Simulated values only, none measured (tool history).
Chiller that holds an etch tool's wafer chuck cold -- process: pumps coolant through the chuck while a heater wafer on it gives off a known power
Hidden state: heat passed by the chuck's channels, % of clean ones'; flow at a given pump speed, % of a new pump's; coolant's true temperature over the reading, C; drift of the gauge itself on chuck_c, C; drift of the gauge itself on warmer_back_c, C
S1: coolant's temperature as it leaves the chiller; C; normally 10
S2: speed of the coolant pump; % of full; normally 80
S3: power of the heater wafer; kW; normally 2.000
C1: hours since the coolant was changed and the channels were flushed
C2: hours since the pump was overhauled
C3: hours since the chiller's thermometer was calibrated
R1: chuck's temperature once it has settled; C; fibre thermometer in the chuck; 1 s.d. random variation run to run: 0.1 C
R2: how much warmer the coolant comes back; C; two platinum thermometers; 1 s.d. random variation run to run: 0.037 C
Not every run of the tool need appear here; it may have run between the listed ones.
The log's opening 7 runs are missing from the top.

run,hour,S1,S2,S3,C1,C2,C3,R1,R2
8,449.3,10,80,2.000,5811,3215,1233,23.1,7.12
9,532.2,10,80,2.000,5894,3298,1316,23.1,7.08
10,627.1,10,80,2.000,5989,3393,1411,23.3,7.12
11,691.5,10,80,2.000,6053,3458,1475,23.3,7.08
12,731.4,10,76,2.000,6093,3497,1515,24.0,7.56
13,813.0,10,80,2.000,6175,3579,1597,23.2,7.11
14,859.6,10,80,2.000,6221,3626,1643,23.5,7.06
15,917.3,10,80,2.000,6279,3683,1701,23.3,7.11
16,979.7,10,80,2.112,6341,3746,1763,24.0,7.48
17,1061.7,10,64,1.989,6423,3828,1845,26.2,9.09
# hour 1077.4: coolant changed, channels flushed
18,1144.0,19,96,1.333,67,3904,1921,26.5,3.75
19,1226.7,19,86,1.333,149,3987,2004,27.2,4.24
20,1304.0,4,83,1.848,227,4064,2082,16.0,6.29
21,1376.8,10,78,1.182,299,4137,2154,18.0,4.23
22,1472.9,18,91,1.026,395,4233,2250,23.9,3.06
23,1568.0,18,91,1.026,491,4328,2346,23.9,3.00
24,1655.3,11,65,2.719,578,4415,2433,32.8,12.13
25,1711.1,11,65,2.719,634,4471,2489,33.0,12.07
26,1769.5,10,64,2.000,692,4529,2547,26.5,9.01
27,1842.0,4,98,1.325,765,4602,2620,11.2,3.56
28,1909.0,5,70,2.810,832,4669,2686,26.2,11.54
29,1977.8,9,79,2.810,900,4738,2755,27.8,9.95
30,2067.9,9,79,2.810,991,4828,2845,27.7,10.03
31,2160.9,10,82,2.000,1084,4921,2938,23.0,6.68
32,2246.8,10,82,2.000,1169,5007,3024,22.9,6.78

Forecast each of these 3 alternatives for the next run:
A,2299.0,10,63,1.289,1222,5059,3077,?,?
B,2299.0,10,70,1.067,1222,5059,3077,?,?
C,2299.0,3,64,2.876,1222,5059,3077,?,?

run,R1,R2
A,20.5,5.88
B,18.0,4.22
C,26.5,13.00
Without the tool's unlogged condition, the same runs would have read:
run,R1,R2
A,20.5,6.12
B,18.0,4.46
C,26.4,13.24
